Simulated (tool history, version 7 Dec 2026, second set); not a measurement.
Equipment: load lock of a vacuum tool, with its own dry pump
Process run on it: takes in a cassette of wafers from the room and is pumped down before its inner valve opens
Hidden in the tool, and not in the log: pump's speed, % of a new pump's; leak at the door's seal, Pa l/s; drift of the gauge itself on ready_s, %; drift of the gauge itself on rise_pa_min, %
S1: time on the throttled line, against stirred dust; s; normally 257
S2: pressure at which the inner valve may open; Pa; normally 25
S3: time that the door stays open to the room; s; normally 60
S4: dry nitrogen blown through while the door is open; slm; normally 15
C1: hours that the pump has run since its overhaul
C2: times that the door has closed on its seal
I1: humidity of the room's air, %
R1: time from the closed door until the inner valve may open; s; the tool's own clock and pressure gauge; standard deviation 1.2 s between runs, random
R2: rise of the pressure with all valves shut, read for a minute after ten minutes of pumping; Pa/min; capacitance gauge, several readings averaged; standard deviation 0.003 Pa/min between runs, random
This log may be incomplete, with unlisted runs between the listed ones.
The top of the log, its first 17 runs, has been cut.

{"run": 18, "hour": 2509.1, "S1": 257, "S2": 25, "S3": 60, "S4": 15, "C1": 8457, "C2": 16495, "I1": 45.7, "R1": 397.1, "R2": 0.031}
{"run": 19, "hour": 2703.1, "S1": 257, "S2": 25, "S3": 60, "S4": 15, "C1": 8651, "C2": 16899, "I1": 45.0, "R1": 400.5, "R2": 0.025}
{"run": 20, "hour": 2815.6, "S1": 477, "S2": 25, "S3": 59, "S4": 15, "C1": 8764, "C2": 17133, "I1": 44.8, "R1": 588.8, "R2": 0.029}
{"run": 21, "hour": 3022.6, "S1": 477, "S2": 27, "S3": 59, "S4": 11, "C1": 8971, "C2": 17564, "I1": 43.9, "R1": 589.8, "R2": 0.026}
{"run": 22, "hour": 3238.9, "S1": 477, "S2": 27, "S3": 59, "S4": 11, "C1": 9187, "C2": 18015, "I1": 39.9, "R1": 588.6, "R2": 0.029}
{"run": 23, "hour": 3454.9, "S1": 302, "S2": 32, "S3": 74, "S4": 7, "C1": 9403, "C2": 18465, "I1": 44.5, "R1": 432.6, "R2": 0.04}
{"run": 24, "hour": 3609.9, "S1": 302, "S2": 32, "S3": 74, "S4": 7, "C1": 9558, "C2": 18788, "I1": 43.1, "R1": 431.6, "R2": 0.039}
{"run": 25, "hour": 3832.2, "S1": 234, "S2": 25, "S3": 60, "S4": 5, "C1": 9780, "C2": 19251, "I1": 46.9, "R1": 380.3, "R2": 0.038}
{"run": 26, "hour": 4059.2, "S1": 234, "S2": 34, "S3": 155, "S4": 5, "C1": 10007, "C2": 19724, "I1": 44.9, "R1": 371.9, "R2": 0.064}
{"run": 27, "hour": 4178.9, "S1": 178, "S2": 42, "S3": 185, "S4": 5, "C1": 10127, "C2": 19973, "I1": 45.1, "R1": 318.5, "R2": 0.068}
{"run": 28, "hour": 4271.8, "S1": 178, "S2": 42, "S3": 185, "S4": 5, "C1": 10220, "C2": 20167, "I1": 48.3, "R1": 320.8, "R2": 0.071}
{"run": 29, "hour": 4490.7, "S1": 257, "S2": 43, "S3": 126, "S4": 5, "C1": 10439, "C2": 20623, "I1": 43.9, "R1": 386.5, "R2": 0.059}
{"run": 30, "hour": 4638.3, "S1": 147, "S2": 37, "S3": 60, "S4": 15, "C1": 10586, "C2": 20930, "I1": 40.8, "R1": 295.4, "R2": 0.026}
{"run": 31, "hour": 4780.4, "S1": 152, "S2": 26, "S3": 233, "S4": 15, "C1": 10728, "C2": 21227, "I1": 48.7, "R1": 307.5, "R2": 0.055}
{"run": 32, "hour": 4996.4, "S1": 286, "S2": 25, "S3": 60, "S4": 15, "C1": 10944, "C2": 21677, "I1": 46.2, "R1": 424.1, "R2": 0.028}
{"run": 33, "hour": 5163.7, "S1": 390, "S2": 25, "S3": 148, "S4": 23, "C1": 11112, "C2": 22025, "I1": 45.2, "R1": 514.0, "R2": 0.031}
{"run": 34, "hour": 5298.9, "S1": 400, "S2": 50, "S3": 196, "S4": 40, "C1": 11247, "C2": 22307, "I1": 46.1, "R1": 505.7, "R2": 0.029}
{"run": 35, "hour": 5469.1, "S1": 400, "S2": 50, "S3": 196, "S4": 40, "C1": 11417, "C2": 22661, "I1": 48.8, "R1": 507.4, "R2": 0.028}
{"run": 36, "hour": 5567.7, "S1": 294, "S2": 20, "S3": 196, "S4": 40, "C1": 11516, "C2": 22867, "I1": 42.4, "R1": 434.6, "R2": 0.03}
{"run": 37, "hour": 5762.6, "S1": 312, "S2": 25, "S3": 106, "S4": 15, "C1": 11711, "C2": 23273, "I1": 40.9, "R1": 446.7, "R2": 0.031}
{"run": 38, "hour": 5927.3, "S1": 230, "S2": 25, "S3": 82, "S4": 6, "C1": 11875, "C2": 23616, "I1": 40.3, "R1": 376.4, "R2": 0.035}

Consider 3 possible next runs. They are alternatives, not a sequence: every one starts from the tool as it was left by run 38. What does each give?
{"run": "A", "hour": 6044.4, "S1": 211, "S2": 25, "S3": 72, "S4": 15, "C1": 11992, "C2": 23860, "I1": 42.3, "R1": "?", "R2": "?"}
{"run": "B", "hour": 6044.4, "S1": 230, "S2": 25, "S3": 47, "S4": 6, "C1": 11992, "C2": 23860, "I1": 44.9, "R1": "?", "R2": "?"}
{"run": "C", "hour": 6044.4, "S1": 257, "S2": 32, "S3": 219, "S4": 15, "C1": 11992, "C2": 23860, "I1": 40.9, "R1": "?", "R2": "?"}

run=A R1=358.5 R2=0.028
run=B R1=372.2 R2=0.034
run=C R1=392.4 R2=0.047
What these runs would have given with no unlogged condition in the tool:
run=A R1=358.5 R2=0.027
run=B R1=372.2 R2=0.033
run=C R1=392.4 R2=0.046

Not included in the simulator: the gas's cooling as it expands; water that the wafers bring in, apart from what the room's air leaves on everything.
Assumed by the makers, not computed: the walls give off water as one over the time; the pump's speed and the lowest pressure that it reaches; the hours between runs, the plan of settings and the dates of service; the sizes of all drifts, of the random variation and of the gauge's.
